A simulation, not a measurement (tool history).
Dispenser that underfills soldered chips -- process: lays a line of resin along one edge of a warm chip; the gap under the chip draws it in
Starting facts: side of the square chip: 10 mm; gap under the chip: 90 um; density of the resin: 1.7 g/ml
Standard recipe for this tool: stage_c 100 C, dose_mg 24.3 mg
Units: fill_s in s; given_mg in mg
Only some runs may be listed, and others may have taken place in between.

Run 1, hour 0: usual settings. Result: fill_s 21.2 s, given_mg 22.76 mg.
At hour 4.7: new syringe of resin.
Run 2, hour 9.7: usual settings. Result: fill_s 21.6 s, given_mg 22.71 mg.
At hour 13.7: new syringe of resin.
Run 3, hour 20: usual settings. Result: fill_s 23.2 s, given_mg 22.79 mg.
At hour 23.1: new syringe of resin.
Run 4, hour 27.2: usual settings. Result: fill_s 21.2 s, given_mg 22.62 mg.
At hour 31.8: new syringe of resin.
At hour 34.8: dispensing valve cleaned and set on the balance.
Run 5, hour 39.7: usual settings. Result: fill_s 23.6 s, given_mg 24.35 mg.
At hour 41.6: new syringe of resin.
Run 6, hour 46: usual settings but stage_c 102 C. Result: fill_s 19.3 s, given_mg 24.32 mg.
At hour 50.9: new syringe of resin.
Run 7, hour 56.6: usual settings but stage_c 102 C. Result: fill_s 20.8 s, given_mg 24 mg.
At hour 59.7: new syringe of resin.
Run 8, hour 64: usual settings. Result: fill_s 21.2 s, given_mg 24.1 mg.
At hour 69.1: new syringe of resin.
Run 9, hour 75.5: usual settings. Result: fill_s 22.9 s, given_mg 23.95 mg.
At hour 78.4: new syringe of resin.
Run 10, hour 82.9: usual settings. Result: fill_s 20.9 s, given_mg 24.01 mg.
At hour 87.6: new syringe of resin.
Run 11, hour 87.7: usual settings but stage_c 94 C, dose_mg 28.6 mg. Result: fill_s 20.6 s, given_mg 28.06 mg.
Run 12, hour 95.3: usual settings but stage_c 102 C, dose_mg 29.3 mg. Result: fill_s 22.3 s, given_mg 28.49 mg.
At hour 96.5: new syringe of resin.
Run 13, hour 103.3: usual settings but stage_c 109 C, dose_mg 24.1 mg. Result: fill_s 18 s, given_mg 23.64 mg.
At hour 105.6: new syringe of resin.
Run 14, hour 112.3: usual settings but stage_c 109 C, dose_mg 24.1 mg. Result: fill_s 18.2 s, given_mg 23.43 mg.
At hour 115: new syringe of resin.
Run 15, hour 120: usual settings but stage_c 91 C, dose_mg 23.7 mg. Result: fill_s 30.3 s, given_mg 23.13 mg.
At hour 124: new syringe of resin.
Run 16, hour 130.4: usual settings but stage_c 85 C, dose_mg 29.8 mg. Result: fill_s 37.9 s, given_mg 28.64 mg.
At hour 133.1: new syringe of resin.
Run 17, hour 139.1: usual settings but dose_mg 26.8 mg. Result: fill_s 22.6 s, given_mg 25.5 mg.

Run 18 comes next. What will it give?
At hour 141.8: new syringe of resin.
Run 18, hour 145.5: usual settings but stage_c 104 C, dose_mg 29.7 mg. Result: fill_s ?, given_mg ?.

fill_s: 17.3 s
given_mg: 28.32 mg
Without the tool's hidden state the same run would have given fill_s 14.9 s, given_mg 29.66 mg.
